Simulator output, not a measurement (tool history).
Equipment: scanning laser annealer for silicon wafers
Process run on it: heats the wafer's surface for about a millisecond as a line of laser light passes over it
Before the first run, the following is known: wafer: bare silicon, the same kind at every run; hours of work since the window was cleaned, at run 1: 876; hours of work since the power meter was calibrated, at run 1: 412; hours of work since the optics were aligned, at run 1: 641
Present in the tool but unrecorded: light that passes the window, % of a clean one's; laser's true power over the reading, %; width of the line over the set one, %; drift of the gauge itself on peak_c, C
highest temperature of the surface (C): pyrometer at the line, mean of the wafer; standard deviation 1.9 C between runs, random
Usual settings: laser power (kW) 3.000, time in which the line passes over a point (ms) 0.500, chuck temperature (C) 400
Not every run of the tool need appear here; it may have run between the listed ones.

run   hour  laser power (kW)  time in which the line passes over a point (ms)  chuck temperature (C)  hours of work since the window was cleaned  hours of work since the power meter was calibrated  hours of work since the optics were aligned  highest temperature of the surface (C)
  1    0.0             3.000                                            0.500                    400                                         876                                                 412                                          641                                    1184
  2   11.3             3.000                                            0.500                    400                                         883                                                 420                                          648                                    1184
  3   32.7             3.000                                            0.500                    400                                         897                                                 434                                          662                                    1185
  4   52.8             3.000                                            0.360                    400                                         910                                                 447                                          676                                    1072
  5   67.7             3.000                                            0.500                    396                                         920                                                 457                                          685                                    1181
  6   78.9             3.000                                            0.500                    423                                         927                                                 464                                          693                                    1209
  7   99.2             3.000                                            0.500                    412                                         940                                                 477                                          706                                    1193
     112.4  -- optics aligned, line set to its width
  8  123.5             3.000                                            0.500                    400                                         953                                                 490                                            7                                    1187
  9  142.9             3.000                                            0.500                    400                                         966                                                 503                                           20                                    1182
 10  166.8             3.000                                            0.500                    400                                         981                                                 518                                           36                                    1184
     183.1  -- window over the wafer cleaned
 11  189.2             3.000                                            0.500                    400                                           4                                                 532                                           49                                    1183
 12  209.3             3.000                                            0.500                    400                                          17                                                 545                                           62                                    1188
 13  224.5             3.000                                            0.500                    400                                          27                                                 555                                           72                                    1187
 14  240.4             3.000                                            0.500                    425                                          37                                                 565                                           82                                    1211
 15  261.2             3.282                                            0.611                    431                                          51                                                 579                                           96                                    1404
 16  280.8             3.282                                            0.611                    431                                          64                                                 591                                          109                                    1406
 17  304.8             3.282                                            0.611                    431                                          80                                                 607                                          124                                    1402
 18  322.6             2.651                                            0.485                    400                                          91                                                 619                                          136                                    1056
 19  343.1             2.922                                            0.584                    370                                         105                                                 632                                          150                                    1189

What does the tool deliver on the next run?
 20  366.2             3.225                                            0.414                    370                                         120                                                 647                                          165                                       ?

highest temperature of the surface (C): 1167
The same run, on a tool lacking any hidden state, would have yielded highest temperature of the surface (C) 1168.
